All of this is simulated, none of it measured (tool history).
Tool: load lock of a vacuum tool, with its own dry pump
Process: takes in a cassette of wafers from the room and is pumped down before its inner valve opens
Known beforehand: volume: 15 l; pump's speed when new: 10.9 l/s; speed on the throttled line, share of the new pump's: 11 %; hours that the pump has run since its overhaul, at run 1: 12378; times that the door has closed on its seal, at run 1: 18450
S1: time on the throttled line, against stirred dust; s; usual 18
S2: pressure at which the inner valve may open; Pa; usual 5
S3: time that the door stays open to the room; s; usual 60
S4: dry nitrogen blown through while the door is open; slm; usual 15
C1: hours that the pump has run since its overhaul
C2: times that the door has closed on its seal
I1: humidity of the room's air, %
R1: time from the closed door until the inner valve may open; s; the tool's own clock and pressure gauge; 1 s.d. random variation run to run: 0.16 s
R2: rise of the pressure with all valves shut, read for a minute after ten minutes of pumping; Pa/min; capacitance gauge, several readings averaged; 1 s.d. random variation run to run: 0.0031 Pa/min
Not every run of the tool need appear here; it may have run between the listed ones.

run 1 hour=0 | S1=18 S2=5 S3=60 S4=15 | C1=12378 C2=18450 | I1=43.4 | R1=29.8 R2=0.053
run 2 hour=538.7 | S1=18 S2=5 S3=60 S4=15 | C1=12917 C2=19253 | I1=41.3 | R1=29.7 R2=0.061
run 3 hour=1116.9 | S1=18 S2=5 S3=230 S4=15 | C1=13495 C2=20115 | I1=47.7 | R1=29.7 R2=0.17
run 4 hour=1424.8 | S1=18 S2=5 S3=60 S4=9 | C1=13803 C2=20574 | I1=40.9 | R1=29.6 R2=0.061
run 5 hour=1799.3 | S1=18 S2=5 S3=60 S4=9 | C1=14177 C2=21132 | I1=45.1 | R1=30 R2=0.066
run 6 hour=2397.9 | S1=18 S2=5 S3=60 S4=9 | C1=14776 C2=22025 | I1=47.1 | R1=30.1 R2=0.071
run 7 hour=2714.3 | S1=18 S2=5 S3=60 S4=9 | C1=15092 C2=22496 | I1=44.8 | R1=30 R2=0.073
run 8 hour=3055 | S1=18 S2=5 S3=66 S4=9 | C1=15433 C2=23004 | I1=43.3 | R1=29.9 R2=0.071
run 9 hour=3465.6 | S1=18 S2=5 S3=66 S4=9 | C1=15844 C2=23616 | I1=49.7 | R1=29.7 R2=0.085
run 10 hour=3909.4 | S1=18 S2=5 S3=66 S4=9 | C1=16288 C2=24278 | I1=49.2 | R1=29.9 R2=0.083
run 11 hour=4546.9 | S1=18 S2=5 S3=66 S4=9 | C1=16925 C2=25228 | I1=45.3 | R1=29.5 R2=0.074
run 12 hour=5186.7 | S1=18 S2=5 S3=60 S4=15 | C1=17565 C2=26181 | I1=44.5 | R1=29.9 R2=0.066
run 13 hour=5843.6 | S1=18 S2=5 S3=60 S4=15 | C1=18222 C2=27161 | I1=44.3 | R1=30.1 R2=0.062
-- hour=5886.8 dry pump taken out, an overhauled one fitted
run 14 hour=6262.9 | S1=18 S2=5 S3=60 S4=15 | C1=376 C2=27777 | I1=44.8 | R1=29.9 R2=0.058
run 15 hour=6640.7 | S1=18 S2=5 S3=60 S4=15 | C1=754 C2=28340 | I1=45.6 | R1=30 R2=0.067
run 16 hour=7027.6 | S1=18 S2=5 S3=60 S4=15 | C1=1141 C2=28916 | I1=41.8 | R1=29.8 R2=0.059
run 17 hour=7560.2 | S1=18 S2=5 S3=60 S4=15 | C1=1673 C2=29710 | I1=47.2 | R1=30 R2=0.071
run 18 hour=8082.9 | S1=18 S2=5 S3=60 S4=15 | C1=2196 C2=30489 | I1=46.6 | R1=30.1 R2=0.062
run 19 hour=8496.3 | S1=18 S2=5 S3=60 S4=15 | C1=2609 C2=31105 | I1=43.5 | R1=29.9 R2=0.063
run 20 hour=8782.9 | S1=18 S2=5 S3=60 S4=25 | C1=2896 C2=31533 | I1=47.1 | R1=29.7 R2=0.055
run 21 hour=9375.4 | S1=18 S2=7 S3=231 S4=25 | C1=3489 C2=32416 | I1=44.6 | R1=29.3 R2=0.133
run 22 hour=10011.9 | S1=18 S2=7 S3=75 S4=25 | C1=4125 C2=33365 | I1=47.5 | R1=29.2 R2=0.071
run 23 hour=10625.3 | S1=12 S2=6 S3=82 S4=15 | C1=4738 C2=34279 | I1=46.8 | R1=24.2 R2=0.077
run 24 hour=10923.6 | S1=10 S2=5 S3=60 S4=15 | C1=5037 C2=34723 | I1=44.8 | R1=23.1 R2=0.066
run 25 hour=11331.1 | S1=10 S2=5 S3=60 S4=15 | C1=5444 C2=35331 | I1=45.7 | R1=22.7 R2=0.066
run 26 hour=11903.7 | S1=36 S2=5 S3=76 S4=15 | C1=6017 C2=36184 | I1=47.5 | R1=45.9 R2=0.074
run 27 hour=12503.6 | S1=36 S2=5 S3=76 S4=15 | C1=6617 C2=37079 | I1=45 | R1=45.9 R2=0.074
run 28 hour=12956.4 | S1=18 S2=5 S3=27 S4=15 | C1=7070 C2=37753 | I1=45.2 | R1=30 R2=0.039
run 29 hour=13443 | S1=18 S2=5 S3=178 S4=11 | C1=7556 C2=38479 | I1=43.8 | R1=29.8 R2=0.145
run 30 hour=14094.7 | S1=18 S2=5 S3=178 S4=11 | C1=8208 C2=39450 | I1=43.7 | R1=29.9 R2=0.143
run 31 hour=14526.9 | S1=18 S2=5 S3=178 S4=11 | C1=8640 C2=40094 | I1=41.2 | R1=30 R2=0.127
run 32 hour=14842.6 | S1=18 S2=5 S3=60 S4=9 | C1=8956 C2=40565 | I1=46.5 | R1=29.9 R2=0.073
run 33 hour=15153.9 | S1=18 S2=5 S3=69 S4=9 | C1=9267 C2=41029 | I1=45.4 | R1=29.6 R2=0.079
run 34 hour=15772.7 | S1=18 S2=5 S3=69 S4=9 | C1=9886 C2=41951 | I1=40.6 | R1=29.8 R2=0.07
run 35 hour=16191.8 | S1=26 S2=4 S3=38 S4=15 | C1=10305 C2=42576 | I1=46.2 | R1=37.3 R2=0.045
run 36 hour=16624.8 | S1=12 S2=7 S3=48 S4=6 | C1=10738 C2=43221 | I1=44.1 | R1=24.2 R2=0.057

Hidden state at the last listed run before each entry between runs and at the first one after, where it differs:
Run 13 -> run 14: dry pump taken out, an overhauled one fitted (hour 5886.8)
  both runs share identical hidden conditions

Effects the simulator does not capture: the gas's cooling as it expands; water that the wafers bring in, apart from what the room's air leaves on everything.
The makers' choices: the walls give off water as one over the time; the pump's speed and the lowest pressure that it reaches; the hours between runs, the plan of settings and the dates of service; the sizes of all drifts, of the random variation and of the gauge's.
